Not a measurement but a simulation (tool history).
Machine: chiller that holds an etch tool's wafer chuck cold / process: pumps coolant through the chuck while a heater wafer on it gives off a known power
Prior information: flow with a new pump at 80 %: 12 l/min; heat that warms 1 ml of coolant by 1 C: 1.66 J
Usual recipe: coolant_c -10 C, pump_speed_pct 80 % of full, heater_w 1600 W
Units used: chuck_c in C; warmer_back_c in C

run   hour  coolant_c  pump_speed_pct  heater_w  chuck_c  warmer_back_c
  1    0.0        -10              80      1600      0.4           4.79
  2   33.4        -10              80      1600      0.4           4.80
  3   67.8        -10              80      1600      0.5           4.83
  4   84.9        -10              87      1600     -0.2           4.31
  5  117.2        -10              87      1600     -0.2           4.38
  6  132.0        -10              87      1600     -0.4           4.36
  7  154.1        -10              87      1600     -0.2           4.32
  8  173.3        -10              62      1600      3.0           6.35
  9  198.7        -10              62      1600      3.0           6.34
 10  215.4        -10              80      1598      0.4           4.72
 11  230.6        -10              80      1600      0.2           4.72
 12  252.7        -10              80      1600      0.4           4.75
 13  283.3        -10              80      1600      0.5           4.68
 14  308.6        -10              80      1600      0.2           4.67
     330.3  -- gauge calibrated
 15  337.6        -10              80      1600      0.4           4.82
 16  363.6        -10              80      1600      0.3           4.81
 17  391.3        -10              80      1328     -1.6           4.00
 18  410.4        -10              80      2324      4.9           6.97
 19  438.7        -10              80      2324      5.0           6.96
 20  471.3        -20              93      1208    -13.1           3.00
 21  492.1        -20              68      1922     -5.7           6.84
 22  509.1        -12              75      1889      0.9           6.02
 23  524.9        -10              78      1600      0.5           4.85
 24  549.5        -19              77      1600     -8.4           4.95
 25  564.0        -19              77      1600     -8.3           4.94
 26  583.3        -12              77       846     -6.2           2.53
 27  611.3        -10              63      2400      8.9           9.28
 28  628.6        -10              63      2400      8.9           9.28
 29  645.2        -10              72      1411      0.0           4.65
 30  668.9        -20              66      1600     -7.6           5.86
 31  684.8        -15              80      1600     -4.9           4.61

Each row is a separate what-if for the run after 31, all from the same tool condition, not one after another. Results?
  A  702.7        -15              91      1031        ?              ?
  B  702.7        -15              83      2105        ?              ?
  C  702.7        -15              87      1600        ?              ?
  D  702.7        -12              80      1600        ?              ?

run  chuck_c  warmer_back_c
  A     -9.0           2.56
  B     -1.6           5.94
  C     -5.4           4.19
  D     -1.7           4.61
Without the tool's unlogged condition, the same runs would have read:
run  chuck_c  warmer_back_c
  A     -9.0           2.75
  B     -1.6           6.13
  C     -5.4           4.39
  D     -1.7           4.80

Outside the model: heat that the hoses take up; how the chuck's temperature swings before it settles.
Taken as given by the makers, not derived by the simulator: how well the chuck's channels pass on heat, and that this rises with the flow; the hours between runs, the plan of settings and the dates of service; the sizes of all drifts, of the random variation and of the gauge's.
